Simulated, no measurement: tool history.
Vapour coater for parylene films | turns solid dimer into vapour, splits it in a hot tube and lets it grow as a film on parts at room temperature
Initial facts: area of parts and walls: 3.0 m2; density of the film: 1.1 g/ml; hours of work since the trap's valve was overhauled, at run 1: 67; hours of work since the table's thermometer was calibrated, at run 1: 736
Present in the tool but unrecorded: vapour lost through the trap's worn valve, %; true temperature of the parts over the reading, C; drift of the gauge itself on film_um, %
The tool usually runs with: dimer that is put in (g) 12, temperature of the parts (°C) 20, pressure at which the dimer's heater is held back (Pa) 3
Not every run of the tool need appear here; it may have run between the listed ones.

run,day,dimer that is put in (g),temperature of the parts (°C),pressure at which the dimer's heater is held back (Pa),hours of work since the trap's valve was overhauled,hours of work since the table's thermometer was calibrated,thickness of the film (um)
1,0,12,20,3,67,736,1.73
2,1.671,12,21,3,93,761,1.67
3,3.883,12,25,3,126,795,1.56
4,5.612,12,25,3,153,821,1.5
5,8.062,12,25,3,190,858,1.5
# day 10.292: trap's valve overhauled
6,10.692,12,25,3,6,895,1.62
7,12.521,12,25,3,34,923,1.62
8,14.225,12,20,3,60,949,1.76
9,16.242,12,20,3,90,980,1.72
10,18.704,12,20,5.34,128,1017,1.56
11,21.379,18,20,3,168,1057,2.46
12,23.196,12,20,3,196,1085,1.64
13,24.546,12,20,3,216,1105,1.61
# day 24.896: trap's valve overhauled
14,25.979,12,20,3,16,1125,1.75
15,28.254,12,20,3,51,1159,1.73
16,30.721,12,23,3,88,1197,1.64
17,33.033,8,20,3,123,1232,1.14
18,35.075,12,20,2.67,154,1263,1.69
19,36.296,12,20,3,173,1281,1.64
20,37.812,12,20,3,196,1304,1.63
# day 39.521: trap's valve overhauled
21,39.821,14,20,3,5,1332,2.08
22,40.971,11,13,4.04,22,1349,1.76
23,42.904,19,24,3.39,51,1379,2.55
24,45.042,19,24,3.39,84,1411,2.51
25,46.871,19,24,3.39,111,1439,2.47
26,48.546,12,18,3.5,137,1464,1.7
# day 48.854: table's thermometer calibrated
27,50.229,6,21,4.83,162,21,0.73
28,52.617,7,21,4.21,198,57,0.89
29,53.846,18,17,11.24,217,76,2.12
# day 54.167: trap's valve overhauled
30,55.425,18,17,11.24,19,97,2.3
31,56.825,18,17,11.24,40,118,2.31
32,58.875,19,23,4.41,71,149,2.43
33,60.579,19,23,4.41,97,175,2.4
34,62.029,6,30,3.28,119,197,0.71
35,64.304,18,26,11.26,154,232,1.86
36,66.004,13,19,8.79,180,258,1.56
37,68.458,12,20,4.12,217,295,1.56

Alternative continuations, all from the tool just after run 37; predict every row:
# day 68.808: trap's valve overhauled
A,70.492,6,20,3.3,26,323,?
# day 68.808: trap's valve overhauled
B,70.492,6,12,6.51,26,323,?
# day 68.808: trap's valve overhauled
C,70.492,12,30,4.06,26,323,?
# day 68.808: trap's valve overhauled
D,70.492,11,29,5.37,26,323,?
# day 68.808: trap's valve overhauled
E,70.492,10,17,10.76,26,323,?

run,thickness of the film (um)
A,0.86
B,0.9
C,1.41
D,1.27
E,1.32
Stripped of hidden state, with their random variation kept, the same runs would have yielded:
run,thickness of the film (um)
A,0.87
B,0.9
C,1.42
D,1.28
E,1.33

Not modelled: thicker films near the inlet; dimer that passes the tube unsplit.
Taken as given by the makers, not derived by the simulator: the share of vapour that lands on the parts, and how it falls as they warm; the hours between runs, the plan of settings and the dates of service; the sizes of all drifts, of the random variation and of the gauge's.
